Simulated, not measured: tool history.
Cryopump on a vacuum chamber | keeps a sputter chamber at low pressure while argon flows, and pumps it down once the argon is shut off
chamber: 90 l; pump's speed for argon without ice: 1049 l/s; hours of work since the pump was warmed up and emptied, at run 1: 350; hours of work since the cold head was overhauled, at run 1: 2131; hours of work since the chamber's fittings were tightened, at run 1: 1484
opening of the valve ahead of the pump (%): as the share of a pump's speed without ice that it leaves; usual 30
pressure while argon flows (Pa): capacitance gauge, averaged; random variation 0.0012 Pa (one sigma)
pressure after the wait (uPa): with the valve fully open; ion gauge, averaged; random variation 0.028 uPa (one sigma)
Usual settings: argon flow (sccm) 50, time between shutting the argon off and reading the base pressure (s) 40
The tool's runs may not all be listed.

| run | hour | argon flow (sccm) | time between shutting the argon off and reading the base pressure (s) | opening of the valve ahead of the pump (%) | hours of work since the pump was warmed up and emptied | hours of work since the cold head was overhauled | hours of work since the chamber's fittings were tightened | pressure while argon flows (Pa) | pressure after the wait (uPa) |
|---|---|---|---|---|---|---|---|---|---|
| 1 | 0 | 50 | 40 | 30 | 350 | 2131 | 1484 | 0.3001 | 6.5 |
|  | 51.6 | pump warmed up, emptied and cooled again |
| 2 | 69.6 | 50 | 40 | 30 | 14 | 2181 | 1534 | 0.2708 | 5.19 |
| 3 | 107.8 | 50 | 40 | 30 | 44 | 2211 | 1564 | 0.2757 | 5.38 |
| 4 | 165.6 | 50 | 40 | 30 | 89 | 2256 | 1609 | 0.2757 | 5.72 |
|  | 211.9 | leaking fittings of the chamber tightened, without venting |
| 5 | 221.2 | 50 | 40 | 30 | 131 | 2298 | 7 | 0.2803 | 1.33 |
| 6 | 269.3 | 50 | 40 | 30 | 169 | 2336 | 45 | 0.2822 | 1.51 |
| 7 | 310.4 | 50 | 40 | 30 | 201 | 2368 | 77 | 0.2865 | 1.62 |
| 8 | 372.7 | 50 | 40 | 30 | 250 | 2417 | 126 | 0.2917 | 1.76 |
| 9 | 437.7 | 50 | 40 | 30 | 300 | 2468 | 177 | 0.3015 | 1.96 |
| 10 | 494.5 | 50 | 40 | 30 | 345 | 2512 | 221 | 0.3066 | 2.13 |
| 11 | 532.3 | 50 | 40 | 30 | 374 | 2542 | 251 | 0.309 | 2.27 |
|  | 557.4 | pump warmed up, emptied and cooled again |
| 12 | 598.9 | 50 | 40 | 30 | 32 | 2590 | 299 | 0.2735 | 2.09 |
| 13 | 636 | 50 | 40 | 30 | 61 | 2619 | 328 | 0.2752 | 2.15 |
| 14 | 696.4 | 50 | 40 | 30 | 109 | 2666 | 375 | 0.2808 | 2.33 |
| 15 | 770.1 | 50 | 40 | 30 | 166 | 2724 | 433 | 0.2837 | 2.55 |
| 16 | 835.5 | 50 | 34 | 30 | 217 | 2775 | 484 | 0.2916 | 2.91 |
| 17 | 910.2 | 50 | 34 | 30 | 276 | 2833 | 542 | 0.2969 | 3.18 |
| 18 | 978 | 62 | 288 | 22 | 329 | 2886 | 595 | 0.4966 | 2.53 |
| 19 | 1036.7 | 62 | 251 | 22 | 375 | 2932 | 641 | 0.5067 | 2.79 |
|  | 1058.5 | pump warmed up, emptied and cooled again |
| 20 | 1098.5 | 62 | 36 | 28 | 31 | 2977 | 686 | 0.3623 | 3.02 |
| 21 | 1155.4 | 37 | 60 | 24 | 76 | 3021 | 730 | 0.2563 | 2.74 |
| 22 | 1209.2 | 38 | 29 | 24 | 118 | 3063 | 772 | 0.2657 | 3.72 |
| 23 | 1287.2 | 51 | 178 | 57 | 179 | 3124 | 833 | 0.1604 | 2.75 |
| 24 | 1349.4 | 83 | 112 | 30 | 228 | 3173 | 882 | 0.478 | 3.22 |
| 25 | 1402.5 | 83 | 112 | 30 | 269 | 3214 | 923 | 0.4914 | 3.46 |
| 26 | 1436.1 | 79 | 23 | 30 | 295 | 3241 | 950 | 0.4732 | 5.01 |
| 27 | 1499.2 | 48 | 29 | 54 | 345 | 3290 | 999 | 0.1767 | 5 |
| 28 | 1536 | 48 | 248 | 25 | 373 | 3319 | 1028 | 0.3461 | 4.07 |
|  | 1560.9 | pump warmed up, emptied and cooled again |
| 29 | 1586.2 | 48 | 248 | 60 | 20 | 3354 | 1063 | 0.1334 | 3 |
| 30 | 1656.6 | 30 | 154 | 21 | 75 | 3409 | 1118 | 0.2363 | 3.36 |
| 31 | 1698.6 | 30 | 154 | 21 | 108 | 3442 | 1151 | 0.236 | 3.44 |
| 32 | 1759.9 | 54 | 99 | 17 | 156 | 3490 | 1199 | 0.5266 | 3.86 |
| 33 | 1805.6 | 63 | 99 | 17 | 191 | 3526 | 1235 | 0.6219 | 4.24 |

5 ways to go on from here, each from the tool as it stands after run 33. What would each give?
| A | 1844.9 | 86 | 74 | 21 | 222 | 3557 | 1266 | ? | ? |
| B | 1844.9 | 70 | 40 | 30 | 222 | 3557 | 1266 | ? | ? |
| C | 1844.9 | 35 | 99 | 23 | 222 | 3557 | 1266 | ? | ? |
| D | 1844.9 | 51 | 132 | 20 | 222 | 3557 | 1266 | ? | ? |
| E | 1844.9 | 44 | 93 | 21 | 222 | 3557 | 1266 | ? | ? |

| run | pressure while argon flows (Pa) | pressure after the wait (uPa) |
|---|---|---|
| A | 0.6996 | 4.63 |
| B | 0.405 | 4.92 |
| C | 0.2583 | 4.26 |
| D | 0.436 | 4.4 |
| E | 0.3568 | 4.42 |
Without the tool's hidden state the same runs would have given:
| run | pressure while argon flows (Pa) | pressure after the wait (uPa) |
|---|---|---|
| A | 0.661 | 0.86 |
| B | 0.3738 | 1.28 |
| C | 0.2427 | 0.67 |
| D | 0.413 | 0.61 |
| E | 0.3371 | 0.75 |

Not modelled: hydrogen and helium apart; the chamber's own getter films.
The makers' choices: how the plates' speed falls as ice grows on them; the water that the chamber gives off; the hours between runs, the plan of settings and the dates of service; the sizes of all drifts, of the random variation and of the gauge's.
